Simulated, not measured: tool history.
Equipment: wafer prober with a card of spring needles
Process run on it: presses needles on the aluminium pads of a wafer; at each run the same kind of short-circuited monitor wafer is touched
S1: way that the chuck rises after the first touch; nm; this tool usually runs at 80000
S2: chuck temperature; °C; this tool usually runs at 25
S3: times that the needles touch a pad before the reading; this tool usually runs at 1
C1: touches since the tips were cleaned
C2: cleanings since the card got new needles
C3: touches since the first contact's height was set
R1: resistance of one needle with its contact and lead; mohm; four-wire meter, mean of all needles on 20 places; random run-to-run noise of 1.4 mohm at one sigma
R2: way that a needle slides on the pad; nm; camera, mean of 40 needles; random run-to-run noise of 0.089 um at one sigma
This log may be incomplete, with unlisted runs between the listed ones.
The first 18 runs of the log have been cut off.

-- hour=168.1 tips cleaned on abrasive film
run 19 hour=170.4 | S1=98000 S2=68 S3=1 | C1=936 C2=63 C3=7583 | R1=134 R2=17010
-- hour=175 tips cleaned on abrasive film
run 20 hour=179.5 | S1=98000 S2=68 S3=1 | C1=1837 C2=64 C3=11253 | R1=142 R2=16880
-- hour=181.5 tips cleaned on abrasive film
run 21 hour=185.3 | S1=80000 S2=67 S3=1 | C1=1574 C2=65 C3=13576 | R1=146 R2=13520
-- hour=188.2 height of the first contact set anew, once more
-- hour=188.3 tips cleaned on abrasive film
run 22 hour=191.5 | S1=80000 S2=67 S3=1 | C1=1295 C2=66 C3=1295 | R1=138 R2=15240
-- hour=194.9 tips cleaned on abrasive film
run 23 hour=198.5 | S1=75000 S2=41 S3=1 | C1=1485 C2=67 C3=4109 | R1=139 R2=14050
-- hour=200.7 tips cleaned on abrasive film
run 24 hour=205.4 | S1=64000 S2=107 S3=1 | C1=1932 C2=68 C3=6887 | R1=158 R2=12080
-- hour=206.8 tips cleaned on abrasive film
-- hour=212.9 tips cleaned on abrasive film
run 25 hour=214.7 | S1=80000 S2=39 S3=1 | C1=737 C2=70 C3=10561 | R1=131 R2=14880
-- hour=219 tips cleaned on abrasive film
run 26 hour=222.9 | S1=80000 S2=82 S3=1 | C1=1613 C2=71 C3=13880 | R1=146 R2=14960
-- hour=225.4 tips cleaned on abrasive film
-- hour=232.2 tips cleaned on abrasive film
run 27 hour=232.7 | S1=80000 S2=82 S3=1 | C1=237 C2=73 C3=17799 | R1=130 R2=14860
-- hour=238.1 tips cleaned on abrasive film
-- hour=244.5 tips cleaned on abrasive film
run 28 hour=245.3 | S1=80000 S2=82 S3=1 | C1=363 C2=75 C3=22853 | R1=131 R2=14910
-- hour=250.9 tips cleaned on abrasive film
run 29 hour=255.2 | S1=80000 S2=82 S3=1 | C1=1740 C2=76 C3=26824 | R1=148 R2=14710
-- hour=257.6 tips cleaned on abrasive film
run 30 hour=260.6 | S1=72000 S2=74 S3=1 | C1=1207 C2=77 C3=28976 | R1=144 R2=13370
-- hour=264.2 tips cleaned on abrasive film
-- hour=270.8 tips cleaned on abrasive film
run 31 hour=272.9 | S1=64000 S2=25 S3=1 | C1=841 C2=79 C3=33918 | R1=139 R2=11850
-- hour=277.1 tips cleaned on abrasive film
-- hour=283.6 tips cleaned on abrasive film
run 32 hour=284 | S1=64000 S2=99 S3=1 | C1=131 C2=81 C3=38336 | R1=134 R2=11660

Predict each of these 3 candidate next runs independently; none follows another, all start after run 32:
-- hour=290 tips cleaned on abrasive film
run A hour=292.3 | S1=80000 S2=32 S3=1 | C1=913 C2=82 C3=41677 | R1=? R2=?
-- hour=290 tips cleaned on abrasive film
run B hour=292.3 | S1=64000 S2=90 S3=1 | C1=913 C2=82 C3=41677 | R1=? R2=?
-- hour=290 tips cleaned on abrasive film
run C hour=292.3 | S1=86000 S2=25 S3=1 | C1=913 C2=82 C3=41677 | R1=? R2=?

run=A R1=134 R2=14720
run=B R1=146 R2=11800
run=C R1=130 R2=15820
Take away the tool's hidden state, keep each run's random variation, and the runs would have read:
run=A R1=117 R2=15060
run=B R1=124 R2=12140
run=C R1=115 R2=16170
